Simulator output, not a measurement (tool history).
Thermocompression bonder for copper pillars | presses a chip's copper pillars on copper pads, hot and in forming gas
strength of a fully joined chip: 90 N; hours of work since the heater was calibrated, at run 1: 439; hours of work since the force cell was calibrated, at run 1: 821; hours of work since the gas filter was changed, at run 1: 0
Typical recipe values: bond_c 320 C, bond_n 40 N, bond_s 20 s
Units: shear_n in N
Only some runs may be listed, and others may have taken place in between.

| run | hour | bond_c | bond_n | bond_s | hours of work since the heater was calibrated | hours of work since the force cell was calibrated | hours of work since the gas filter was changed | shear_n |
|---|---|---|---|---|---|---|---|---|
| 1 | 0 | 320 | 40 | 20 | 439 | 821 | 0 | 52 |
| 2 | 27.4 | 320 | 40 | 20 | 458 | 840 | 19 | 51.4 |
| 3 | 60.3 | 320 | 40 | 20 | 480 | 863 | 42 | 52.4 |
| 4 | 92.2 | 320 | 40 | 20 | 503 | 885 | 64 | 50.8 |
| 5 | 146.8 | 320 | 29 | 20 | 541 | 923 | 102 | 38.6 |
| 6 | 195.9 | 320 | 40 | 20 | 575 | 957 | 136 | 49.5 |
| 7 | 228 | 320 | 40 | 20 | 597 | 980 | 158 | 49.1 |
| 8 | 259.3 | 320 | 47 | 20 | 619 | 1001 | 180 | 56.8 |
| 9 | 306.6 | 320 | 47 | 20 | 652 | 1034 | 213 | 55.9 |
| 10 | 331.4 | 320 | 47 | 20 | 669 | 1051 | 230 | 55.6 |
| 11 | 370.1 | 320 | 47 | 20 | 696 | 1078 | 257 | 55.3 |
| 12 | 428.8 | 325 | 40 | 20 | 737 | 1119 | 298 | 49.7 |
|  | 446.8 | force cell calibrated |
| 13 | 490.8 | 325 | 40 | 20 | 779 | 31 | 340 | 46.1 |
| 14 | 523.7 | 335 | 31 | 20 | 802 | 53 | 363 | 40.5 |
| 15 | 556.8 | 335 | 31 | 20 | 824 | 76 | 386 | 40.9 |
| 16 | 593.2 | 335 | 31 | 38 | 850 | 102 | 411 | 48.9 |
| 17 | 628.2 | 335 | 31 | 38 | 874 | 126 | 435 | 48.8 |
|  | 666.1 | forming gas filter changed |
| 18 | 681.6 | 291 | 40 | 28 | 911 | 163 | 11 | 45.2 |

The next listed run, before its measurement:
| 19 | 735 | 291 | 40 | 28 | 948 | 200 | 48 | ? |

shear_n: 44.4 N
If the tool had no hidden condition, the same run with the same run-to-run variation would have returned shear_n 46.7 N.
